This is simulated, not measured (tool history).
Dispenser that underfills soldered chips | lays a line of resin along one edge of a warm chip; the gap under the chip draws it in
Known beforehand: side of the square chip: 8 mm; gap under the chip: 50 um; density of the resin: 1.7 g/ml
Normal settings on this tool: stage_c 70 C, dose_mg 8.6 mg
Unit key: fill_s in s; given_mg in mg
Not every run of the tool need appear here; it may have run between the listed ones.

run,hour,stage_c,dose_mg,fill_s,given_mg
1,0,70,8.6,39.2,8.02
2,8.9,76,8.6,54.2,7.8
# hour 11.8: new syringe of resin
3,14.5,76,8.6,33.4,7.84
4,24.7,76,8.6,59.7,7.81
# hour 25.5: new syringe of resin
5,30.5,70,8.6,46.1,7.76
# hour 39.4: new syringe of resin
6,41.3,70,8.6,38.4,7.7
# hour 45: dispensing valve cleaned and set on the balance
7,47.7,70,7.47,51.8,7.34
# hour 54.4: new syringe of resin
8,57.5,56,8.6,65.3,8.55
9,66.4,56,8.6,107.7,8.43
# hour 68.5: new syringe of resin
10,76.5,70,9.83,53.2,9.57
# hour 82.9: new syringe of resin
11,83,70,9.1,34,8.83
12,95,70,9.1,67.1,8.76
# hour 97: new syringe of resin
13,104.7,70,9.1,53.2,8.68
# hour 111.2: new syringe of resin
14,116.5,70,9.1,47.4,8.64
# hour 125.3: new syringe of resin
15,125.3,70,9.1,35.1,8.56
16,133.5,70,8.96,56.3,8.44
# hour 139.3: new syringe of resin
17,142.6,70,8.6,42.8,8.12
# hour 153.1: new syringe of resin
18,153.1,70,8.6,36,7.91
19,164.6,70,9.53,64.5,8.65
# hour 167.3: new syringe of resin
20,176.1,60,9.67,82.2,8.9
# hour 181.1: new syringe of resin
21,182.6,70,10.67,37.6,9.73
22,188.3,71,8.58,51.5,7.69
# hour 195.3: new syringe of resin
23,195.9,70,11.04,36.5,9.82
# hour 200: dispensing valve cleaned and set on the balance
24,205.7,64,8.6,74.9,8.65
# hour 210.2: new syringe of resin
25,212.4,72,10.86,36.1,10.68
26,221.8,72,7.57,64.8,7.5
# hour 224.1: new syringe of resin
27,229.9,56,9.5,79.2,9.33
28,236.2,56,9.5,111.9,9.34
# hour 238: new syringe of resin
29,245.5,56,9.5,86.9,9.21
# hour 252.3: new syringe of resin
30,256.3,68,7.85,48.4,7.53
31,262.5,68,7.85,67.9,7.47
# hour 266.3: new syringe of resin
32,273.8,68,7.85,59.5,7.4
# hour 280: new syringe of resin
33,281.4,64,8.6,46.1,8.14
34,292.6,70,7.8,74,7.3
# hour 294.6: new syringe of resin
35,300.7,78,8.51,38.2,8.05
# hour 308.7: new syringe of resin
36,312.7,70,9.33,43.3,8.62

Each row is a separate what-if for the run after 36, all from the same tool condition, not one after another. Results?
A,319.4,59,10.68,?,?
B,319.4,83,8.6,?,?
C,319.4,64,9.87,?,?

run,fill_s,given_mg
A,92.6,9.79
B,41.1,7.84
C,78.4,9.05
Had the tool no hidden state, the same runs would have come out as:
run,fill_s,given_mg
A,49.1,10.66
B,21.4,8.53
C,41.4,9.85
